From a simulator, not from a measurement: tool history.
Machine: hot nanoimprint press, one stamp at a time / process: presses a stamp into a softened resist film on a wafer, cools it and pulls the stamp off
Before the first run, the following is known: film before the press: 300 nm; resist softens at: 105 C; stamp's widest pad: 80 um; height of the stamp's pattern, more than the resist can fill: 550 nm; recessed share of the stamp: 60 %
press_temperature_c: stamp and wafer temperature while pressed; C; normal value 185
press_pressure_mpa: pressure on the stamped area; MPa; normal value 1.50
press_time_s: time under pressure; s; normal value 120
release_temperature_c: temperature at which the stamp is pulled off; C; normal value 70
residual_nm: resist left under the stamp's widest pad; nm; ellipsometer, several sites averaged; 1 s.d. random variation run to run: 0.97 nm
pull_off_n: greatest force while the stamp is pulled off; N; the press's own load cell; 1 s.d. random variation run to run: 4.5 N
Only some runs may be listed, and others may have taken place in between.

run    hour  press_temperature_c  press_pressure_mpa  press_time_s  release_temperature_c  residual_nm  pull_off_n
  1     0.0                  185                1.50           120                     70        139.6         227
  2    43.8                  185                1.50           120                     70        140.6         230
  3    83.2                  185                1.50           120                     70        140.1         245
  4   126.0                  185                1.50           120                     77        139.1         227
  5   161.4                  185                1.50           120                     77        139.2         232
  6   197.3                  185                1.50           120                     73        139.0         255
  7   227.4                  185                1.50           120                     69        137.8         264
  8   260.5                  185                1.50           120                     69        137.7         270
  9   296.0                  185                1.50           120                     69        136.4         277
 10   332.3                  185                1.50           120                     69        136.1         272
 11   381.8                  185                1.50           120                     60        134.9         325
 12   411.7                  185                1.50           120                     60        134.8         328
      457.8  -- stamp cleaned and given a new release coat
 13   465.9                  185                1.50           120                     60        133.9         229
 14   489.5                  185                1.50           120                     60        135.9         239
 15   529.7                  185                2.02           120                     70        114.8         226
 16   573.0                  185                0.92           120                     63        172.7         252
 17   609.1                  185                0.92           120                     63        172.4         264
      618.2  -- plate thermocouple calibrated
 18   658.1                  189                1.31            84                     58        147.8         272
 19   680.1                  189                1.31            84                     58        151.2         276
 20   708.2                  189                1.31            84                     58        150.4         290
 21   734.0                  189                1.31            84                     58        149.3         303
 22   766.5                  192                1.09            84                     58        148.7         302
 23   816.8                  190                1.63           124                     63        112.4         296
 24   854.8                  185                1.50           120                     70        139.4         285
 25   876.4                  189                1.31           185                     75        112.7         262
 26   906.3                  186                1.50           120                     70        133.6         287
 27   940.3                  189                1.18           167                     63        124.2         307
 28   977.5                  189                0.94           159                     63        142.3         326
      991.8  -- stamp cleaned and given a new release coat
 29  1014.1                  185                1.53           120                     68        135.3         223

Each row is a separate what-if for the run after 29, all from the same tool condition, not one after another. Results?
  A  1054.3                  185                1.97           120                     68            ?           ?
  B  1054.3                  174                1.53           153                     59            ?           ?
  C  1054.3                  195                1.53           168                     71            ?           ?
  D  1054.3                  177                1.44            87                     68            ?           ?
  E  1054.3                  185                2.19           168                     71            ?           ?

run  residual_nm  pull_off_n
  A        116.9         231
  B        174.3         258
  C         88.2         228
  D        193.6         228
  E         97.9         215
With the hidden condition removed and each run's random variation left untouched, the same runs would have given:
run  residual_nm  pull_off_n
  A        117.8         224
  B        177.5         251
  C         89.2         222
  D        196.8         221
  E         98.2         209

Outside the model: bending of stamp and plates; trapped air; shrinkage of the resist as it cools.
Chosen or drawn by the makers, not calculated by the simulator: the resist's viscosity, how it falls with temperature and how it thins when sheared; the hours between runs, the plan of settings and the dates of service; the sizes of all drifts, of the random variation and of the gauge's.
